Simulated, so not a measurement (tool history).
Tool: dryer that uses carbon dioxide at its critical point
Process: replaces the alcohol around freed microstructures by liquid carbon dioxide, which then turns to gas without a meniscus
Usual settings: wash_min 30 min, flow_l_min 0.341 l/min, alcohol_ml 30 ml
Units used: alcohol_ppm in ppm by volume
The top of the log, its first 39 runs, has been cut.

Run 40, hour 759.3: usual settings but wash_min 27 min, flow_l_min 0.537 l/min. Result: alcohol_ppm 299 ppm by volume.
Run 41, hour 771.6: usual settings but wash_min 27 min, flow_l_min 0.537 l/min. Result: alcohol_ppm 308 ppm by volume.
Run 42, hour 792.8: usual settings but flow_l_min 0.407 l/min. Result: alcohol_ppm 482 ppm by volume.
At hour 817: inlet filter changed.
Run 43, hour 817.3: usual settings but flow_l_min 0.392 l/min, alcohol_ml 24 ml. Result: alcohol_ppm 348 ppm by volume.
Run 44, hour 835.4: usual settings but flow_l_min 0.392 l/min, alcohol_ml 24 ml. Result: alcohol_ppm 340 ppm by volume.
Run 45, hour 851: usual settings but flow_l_min 0.392 l/min, alcohol_ml 24 ml. Result: alcohol_ppm 351 ppm by volume.
Run 46, hour 865.5: usual settings but wash_min 26 min, flow_l_min 0.237 l/min, alcohol_ml 39 ml. Result: alcohol_ppm 2212 ppm by volume.
Run 47, hour 890.4: usual settings but wash_min 26 min, flow_l_min 0.237 l/min, alcohol_ml 39 ml. Result: alcohol_ppm 2242 ppm by volume.

Forecast each of these 3 alternatives for the next run:
Run A, hour 915.3: usual settings but flow_l_min 0.376 l/min. Result: alcohol_ppm ?.
Run B, hour 915.3: usual settings but wash_min 29 min, flow_l_min 0.3 l/min, alcohol_ml 64 ml. Result: alcohol_ppm ?.
Run C, hour 915.3: usual settings but wash_min 26 min, flow_l_min 0.323 l/min, alcohol_ml 98 ml. Result: alcohol_ppm ?.

run  alcohol_ppm
  A          461
  B         1496
  C         2369
Take away the tool's hidden state, keep each run's random variation, and the runs would have read:
run  alcohol_ppm
  A          197
  B         1127
  C         1908
